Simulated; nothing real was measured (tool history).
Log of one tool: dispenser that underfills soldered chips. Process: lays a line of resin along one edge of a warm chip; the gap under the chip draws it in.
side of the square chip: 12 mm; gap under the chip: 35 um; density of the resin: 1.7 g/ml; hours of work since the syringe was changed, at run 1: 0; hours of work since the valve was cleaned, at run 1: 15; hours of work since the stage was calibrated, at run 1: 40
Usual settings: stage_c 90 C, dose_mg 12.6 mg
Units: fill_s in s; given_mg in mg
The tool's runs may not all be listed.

run   hour  stage_c  dose_mg  hours of work since the syringe was changed  hours of work since the valve was cleaned  hours of work since the stage was calibrated  fill_s  given_mg
  1      0       90     12.6                                            0                                         15                                            40   153.2     12.42
  2    6.6       90     12.6                                            5                                         20                                            45   223.9     12.33
      12.3  -- new syringe of resin
  3   13.7       94     12.6                                            1                                         24                                            49   133.8     12.33
  4   16.7       94     12.6                                            3                                         26                                            52   154.1     12.21
  5   22.2       94     12.6                                            7                                         30                                            55   210.5     12.25
      24.9  -- new syringe of resin
  6     29       94     12.6                                            3                                         35                                            60   157.3     12.19
  7   34.4       94     12.6                                            7                                         38                                            64   215.4     12.15
      37.5  -- new syringe of resin
  8   39.1       79     12.6                                            1                                         41                                            67   283.2      12.1
        43  -- dispensing valve cleaned and set on the balance
  9   46.3       80     12.6                                            5                                          2                                            71   389.1     12.53
      51.5  -- new syringe of resin
 10   51.8       90     12.6                                            0                                          6                                            75   152.4     12.46
 11   54.9       90     12.6                                            2                                          8                                            77   181.6     12.44
 12   60.3       90     12.6                                            6                                         12                                            80     243     12.42
        64  -- new syringe of resin
 13   66.4       99     12.6                                            2                                         16                                            85   112.4      12.4
 14   73.1       99     12.6                                            6                                         21                                            89   161.2     12.32
      76.7  -- new syringe of resin
 15   78.1       90     12.6                                            1                                         24                                            92   167.2     12.31
 16   81.1       90     12.6                                            3                                         26                                            95   191.4     12.24
 17   85.4       90     12.6                                            6                                         29                                            97   249.8     12.24
      89.4  -- new syringe of resin
 18   90.8       90     12.3                                            1                                         32                                           101   167.6     11.94
 19   95.7       90     12.3                                            4                                         36                                           104   213.8     11.87
 20  101.4       95     15.1                                            8                                         40                                           108   229.3     14.48
     102.1  -- new syringe of resin
     108.2  -- dispensing valve cleaned and set on the balance
 21  108.3      100     14.8                                            4                                          0                                           112   122.5      14.8
 22  113.5      100     14.8                                            7                                          4                                           116   167.3     14.81
     115.6  -- new syringe of resin
 23    119       95       12                                            2                                          7                                           120   145.7     11.93
 24  125.6       95       12                                            7                                         12                                           124   214.3     11.88
     128.1  -- new syringe of resin
 25  129.9       95       12                                            1                                         15                                           127   135.4     11.84
 26  133.4       87     12.5                                            4                                         17                                           129   234.6     12.24
 27  136.7       87     12.5                                            6                                         19                                           132   287.6     12.31
     140.7  -- new syringe of resin
 28  140.8       87     12.5                                            0                                         22                                           134   179.5     12.24
 29    145       94     12.3                                            3                                         25                                           137   161.9     12.11
 30  149.3       94     14.9                                            6                                         28                                           140   201.2     14.54
     153.5  -- new syringe of resin
 31  155.9       94     14.9                                            2                                         32                                           145   139.2     14.44
 32  159.4       82     12.8                                            4                                         35                                           147   317.5     12.46
 33  164.8       91     11.2                                            8                                         38                                           151   281.5     10.79
       166  -- new syringe of resin
 34  171.4      102     12.6                                            4                                         43                                           155   121.6     12.09
     173.1  -- dispensing valve cleaned and set on the balance
 35  175.4       90       13                                            6                                          2                                           157   250.6     12.99
     179.7  -- new syringe of resin
 36  179.8       90       13                                            0                                          4                                           160   154.2     12.99

The same runs without the tool's hidden state, with the same run-to-run variation:
The hidden state here: resin's viscosity, % of fresh resin's; dose that the valve gives, % of what is set; true chip temperature over the reading, C; drift of the gauge itself on fill_s, %; drift of the gauge itself on given_mg, %.
run  fill_s  given_mg
  1   146.3     12.61
  2   147.1     12.57
  3   122.5     12.64
  4   119.1     12.54
  5   119.1     12.63
  6   121.3     12.62
  7   123.2     12.63
  8   248.6     12.62
  9   242.8     12.58
 10   146.5     12.55
 11   146.8     12.56
 12     145     12.59
 13    97.6     12.62
 14      96      12.6
 15   148.9     12.62
 16   143.7     12.58
 17   147.7     12.62
 18   148.4     12.36
 19   143.3     12.32
 20   112.4      15.1
 21    89.2     14.76
 22    91.1     14.83
 23   116.6     11.99
 24   117.9     11.99
 25     119     11.99
 26   168.9     12.42
 27   172.7     12.52
 28   172.1     12.47
 29   122.6     12.38
 30     120     14.91
 31     118     14.87
 32   219.5     12.86
 33   143.2     11.19
 34    84.3     12.59
 35   147.7        13
 36   145.1     13.04
